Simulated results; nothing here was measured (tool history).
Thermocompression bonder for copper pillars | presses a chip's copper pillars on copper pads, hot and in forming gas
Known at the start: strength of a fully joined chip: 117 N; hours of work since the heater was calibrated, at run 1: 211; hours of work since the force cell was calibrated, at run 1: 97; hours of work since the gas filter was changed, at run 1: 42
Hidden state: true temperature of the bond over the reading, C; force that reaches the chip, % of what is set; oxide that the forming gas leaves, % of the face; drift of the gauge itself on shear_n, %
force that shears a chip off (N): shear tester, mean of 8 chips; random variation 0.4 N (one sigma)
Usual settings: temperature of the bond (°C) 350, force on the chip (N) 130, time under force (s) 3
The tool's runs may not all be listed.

run   hour  temperature of the bond (°C)  force on the chip (N)  time under force (s)  hours of work since the heater was calibrated  hours of work since the force cell was calibrated  hours of work since the gas filter was changed  force that shears a chip off (N)
  1    0.0                           350                    130                     3                                            211                                                 97                                              42                              41.4
  2   13.6                           350                    130                     3                                            219                                                104                                              49                              41.6
  3   30.2                           350                    130                     3                                            228                                                114                                              59                              40.8
  4   45.7                           350                    130                     3                                            237                                                122                                              67                              40.8
  5   60.5                           350                    130                     2                                            245                                                131                                              76                              35.1
  6   72.3                           350                    130                     2                                            252                                                137                                              82                              36.0
  7   84.3                           350                    130                     2                                            259                                                144                                              89                              34.1
  8  103.0                           350                    130                     6                                            269                                                155                                             100                              52.9
  9  120.1                           350                    130                     6                                            279                                                164                                             109                              52.6
 10  137.0                           350                    130                     5                                            288                                                174                                             119                              49.5
 11  148.7                           350                    130                     5                                            295                                                180                                             125                              49.8
 12  156.7                           350                    130                     5                                            300                                                185                                             130                              49.2
 13  170.1                           350                    130                     5                                            307                                                193                                             138                              48.7
 14  184.4                           350                    130                     5                                            315                                                201                                             146                              49.0
 15  199.3                           341                    171                     7                                            324                                                209                                             154                              62.2
 16  207.9                           334                     97                     3                                            328                                                214                                             159                              24.8
 17  220.6                           341                    184                     3                                            336                                                221                                             166                              48.6
 18  239.5                           341                    184                     3                                            346                                                232                                             177                              49.3
     250.2  -- forming gas filter changed
 19  255.5                           353                    108                     7                                            355                                                240                                               3                              50.7
 20  268.5                           343                     89                     3                                            362                                                248                                              10                              26.9
     271.1  -- force cell calibrated
 21  284.3                           343                     89                     3                                            370                                                  7                                              18                              26.9
 22  293.9                           352                    138                     2                                            376                                                 13                                              24                              38.5
     301.8  -- force cell calibrated, once more
 23  309.2                           357                     88                     5                                            383                                                  4                                              32                              39.1
 24  326.2                           357                     88                     5                                            393                                                 14                                              41                              38.9
 25  335.8                           357                     88                     5                                            399                                                 19                                              47                              38.5
 26  352.4                           357                     88                     5                                            408                                                 28                                              56                              37.9
 27  369.4                           357                    182                     4                                            417                                                 38                                              65                              66.1
 28  377.9                           321                    144                     8                                            422                                                 43                                              70                              48.6

How the hidden state differs across the entries between the runs, from the last listed run before each to the first after it:
Between runs 18 and 19: forming gas filter changed (hour 250.2)
  true temperature of the bond over the reading, C: 1.8 -> 1.9; oxide that the forming gas leaves, % of the face: 6.6 -> 0.65
  measured less the result without the state, force that shears a chip off (N): -1.8 -> +1.3
Between runs 20 and 21: force cell calibrated (hour 271.1)
  true temperature of the bond over the reading, C: 1.9 -> 2; force that reaches the chip, % of what is set: 101.1 -> 101.5; oxide that the forming gas leaves, % of the face: 0.92 -> 1.19
  measured less the result without the state, force that shears a chip off (N): +0.8 -> +0.9
Between runs 22 and 23: force cell calibrated, once more (hour 301.8)
  true temperature of the bond over the reading, C: 2 -> 2.1; force that reaches the chip, % of what is set: 101.5 -> 100.8; oxide that the forming gas leaves, % of the face: 1.38 -> 1.66
  measured less the result without the state, force that shears a chip off (N): +1.0 -> +0.7
